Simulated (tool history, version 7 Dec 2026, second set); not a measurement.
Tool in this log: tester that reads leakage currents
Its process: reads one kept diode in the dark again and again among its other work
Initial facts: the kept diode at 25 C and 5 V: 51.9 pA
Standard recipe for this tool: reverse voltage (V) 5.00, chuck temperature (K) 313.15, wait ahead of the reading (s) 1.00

| run | day | reverse voltage (V) | chuck temperature (K) | wait ahead of the reading (s) | current that the tester gives (pA) |
|---|---|---|---|---|---|
| 1 | 0.000 | 5.00 | 313.15 | 1.00 | 162.76 |
| 2 | 1.183 | 5.00 | 313.15 | 1.00 | 161.76 |
| 3 | 2.192 | 5.00 | 313.15 | 1.00 | 162.99 |
| 4 | 4.358 | 1.99 | 313.15 | 1.00 | 101.57 |
| 5 | 6.304 | 1.99 | 313.15 | 1.00 | 102.67 |
| 6 | 7.912 | 1.99 | 313.15 | 1.00 | 102.26 |
| 7 | 9.896 | 1.99 | 313.15 | 1.00 | 102.31 |
| 8 | 11.058 | 5.00 | 306.15 | 1.00 | 97.09 |
| 9 | 12.700 | 2.59 | 306.15 | 1.00 | 69.42 |
| 10 | 13.833 | 2.59 | 306.15 | 1.69 | 69.42 |
| 11 | 16.296 | 5.00 | 299.15 | 3.10 | 57.74 |
|  | 16.571 | chuck's temperature calibrated |
| 12 | 18.842 | 5.00 | 303.15 | 8.23 | 76.32 |
| 13 | 20.067 | 5.00 | 313.15 | 0.35 | 160.19 |
| 14 | 21.879 | 6.73 | 313.15 | 8.29 | 185.62 |
|  | 22.604 | chuck's temperature calibrated, once more |
| 15 | 23.933 | 7.13 | 313.15 | 1.10 | 208.23 |
| 16 | 26.092 | 14.53 | 296.15 | 1.00 | 92.96 |

Run 17 is up next; what results do you expect?
| 17 | 28.229 | 1.43 | 313.15 | 1.39 | ? |

current that the tester gives (pA): 91.27
Were there no unlogged condition in the tool, this run, its random variation unchanged, would have produced current that the tester gives (pA) 89.24.

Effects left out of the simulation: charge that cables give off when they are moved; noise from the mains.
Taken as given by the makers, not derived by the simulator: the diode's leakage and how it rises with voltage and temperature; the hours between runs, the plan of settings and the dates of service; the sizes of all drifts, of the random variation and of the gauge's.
